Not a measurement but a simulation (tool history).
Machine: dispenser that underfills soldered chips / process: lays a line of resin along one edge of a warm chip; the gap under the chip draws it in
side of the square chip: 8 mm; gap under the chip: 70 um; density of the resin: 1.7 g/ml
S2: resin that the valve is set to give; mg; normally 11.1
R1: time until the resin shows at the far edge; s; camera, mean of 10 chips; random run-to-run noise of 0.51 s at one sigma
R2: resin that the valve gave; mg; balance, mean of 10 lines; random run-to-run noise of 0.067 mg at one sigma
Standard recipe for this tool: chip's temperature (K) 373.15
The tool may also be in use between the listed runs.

run 1 hour=0.0 | chip's_temperature_(K)=373.15 S2=11.1 | R1=64.7 R2=10.47
-- hour=1.0 new syringe of resin
run 2 hour=6.7 | chip's_temperature_(K)=373.15 S2=11.1 | R1=54.1 R2=10.51
-- hour=11.2 new syringe of resin
run 3 hour=12.7 | chip's_temperature_(K)=373.15 S2=11.1 | R1=44.0 R2=10.32
run 4 hour=19.7 | chip's_temperature_(K)=373.15 S2=11.1 | R1=61.0 R2=10.39
-- hour=21.4 new syringe of resin
run 5 hour=23.3 | chip's_temperature_(K)=373.15 S2=11.1 | R1=44.9 R2=10.34
-- hour=30.6 dispensing valve cleaned and set on the balance
run 6 hour=31.4 | chip's_temperature_(K)=373.15 S2=11.1 | R1=61.5 R2=11.27
-- hour=32.4 new syringe of resin
run 7 hour=38.6 | chip's_temperature_(K)=373.15 S2=11.1 | R1=54.5 R2=11.19
-- hour=42.4 new syringe of resin
run 8 hour=42.8 | chip's_temperature_(K)=373.15 S2=11.1 | R1=41.7 R2=11.06
run 9 hour=47.8 | chip's_temperature_(K)=373.15 S2=11.1 | R1=53.0 R2=11.01
-- hour=52.4 new syringe of resin
run 10 hour=52.7 | chip's_temperature_(K)=376.15 S2=11.1 | R1=37.4 R2=11.08
run 11 hour=57.0 | chip's_temperature_(K)=376.15 S2=11.1 | R1=46.6 R2=11.02
run 12 hour=61.5 | chip's_temperature_(K)=373.15 S2=11.1 | R1=64.2 R2=10.99
-- hour=62.8 new syringe of resin
run 13 hour=68.0 | chip's_temperature_(K)=373.15 S2=11.1 | R1=52.3 R2=10.96
-- hour=72.8 new syringe of resin
run 14 hour=74.0 | chip's_temperature_(K)=373.15 S2=11.1 | R1=43.8 R2=11.05
run 15 hour=80.7 | chip's_temperature_(K)=373.15 S2=11.1 | R1=59.5 R2=11.06
-- hour=83.0 new syringe of resin
run 16 hour=88.3 | chip's_temperature_(K)=373.15 S2=11.1 | R1=51.9 R2=10.97
-- hour=93.0 new syringe of resin
run 17 hour=94.7 | chip's_temperature_(K)=373.15 S2=11.1 | R1=42.7 R2=10.83
run 18 hour=99.0 | chip's_temperature_(K)=373.15 S2=11.1 | R1=51.8 R2=10.92
-- hour=103.5 new syringe of resin
run 19 hour=103.5 | chip's_temperature_(K)=373.15 S2=11.8 | R1=40.5 R2=11.47
run 20 hour=108.0 | chip's_temperature_(K)=373.15 S2=11.8 | R1=48.8 R2=11.61
run 21 hour=112.0 | chip's_temperature_(K)=372.15 S2=12.8 | R1=61.6 R2=12.50
-- hour=113.6 new syringe of resin
run 22 hour=117.6 | chip's_temperature_(K)=371.15 S2=12.2 | R1=51.7 R2=11.96
run 23 hour=121.1 | chip's_temperature_(K)=374.15 S2=13.5 | R1=55.0 R2=13.11
-- hour=123.8 new syringe of resin
run 24 hour=125.0 | chip's_temperature_(K)=366.15 S2=9.9 | R1=57.6 R2=9.49
run 25 hour=130.0 | chip's_temperature_(K)=366.15 S2=9.9 | R1=72.0 R2=9.61
-- hour=133.7 new syringe of resin
run 26 hour=135.7 | chip's_temperature_(K)=373.15 S2=10.6 | R1=45.3 R2=10.19
run 27 hour=141.1 | chip's_temperature_(K)=367.15 S2=9.4 | R1=75.8 R2=8.95
-- hour=143.8 new syringe of resin
run 28 hour=144.5 | chip's_temperature_(K)=367.15 S2=9.4 | R1=55.1 R2=9.18
run 29 hour=150.8 | chip's_temperature_(K)=380.15 S2=10.1 | R1=46.4 R2=9.74
-- hour=154.2 new syringe of resin
run 30 hour=155.9 | chip's_temperature_(K)=380.15 S2=9.8 | R1=36.3 R2=9.40
run 31 hour=158.9 | chip's_temperature_(K)=387.15 S2=10.9 | R1=32.5 R2=10.47
-- hour=164.4 new syringe of resin
run 32 hour=166.5 | chip's_temperature_(K)=387.15 S2=10.9 | R1=29.6 R2=10.43
run 33 hour=172.7 | chip's_temperature_(K)=365.15 S2=9.8 | R1=82.7 R2=9.39
-- hour=174.6 new syringe of resin
run 34 hour=176.8 | chip's_temperature_(K)=365.15 S2=9.8 | R1=60.2 R2=9.44
run 35 hour=181.8 | chip's_temperature_(K)=372.15 S2=10.7 | R1=59.3 R2=10.15

4 ways to go on from here, each from the tool as it stands after run 35. What would each give?
-- hour=184.9 new syringe of resin
run A hour=185.0 | chip's_temperature_(K)=369.15 S2=10.7 | R1=? R2=?
-- hour=184.9 new syringe of resin
run B hour=185.0 | chip's_temperature_(K)=373.15 S2=11.4 | R1=? R2=?
-- hour=184.9 new syringe of resin
run C hour=185.0 | chip's_temperature_(K)=360.15 S2=11.4 | R1=? R2=?
-- hour=184.9 new syringe of resin
run D hour=185.0 | chip's_temperature_(K)=379.15 S2=11.1 | R1=? R2=?

run=A R1=47.7 R2=10.13
run=B R1=40.8 R2=10.95
run=C R1=63.6 R2=10.90
run=D R1=34.6 R2=10.51
Had the tool no hidden state, the same runs would have come out as:
run=A R1=47.5 R2=10.65
run=B R1=40.8 R2=11.51
run=C R1=63.6 R2=11.46
run=D R1=34.6 R2=11.05
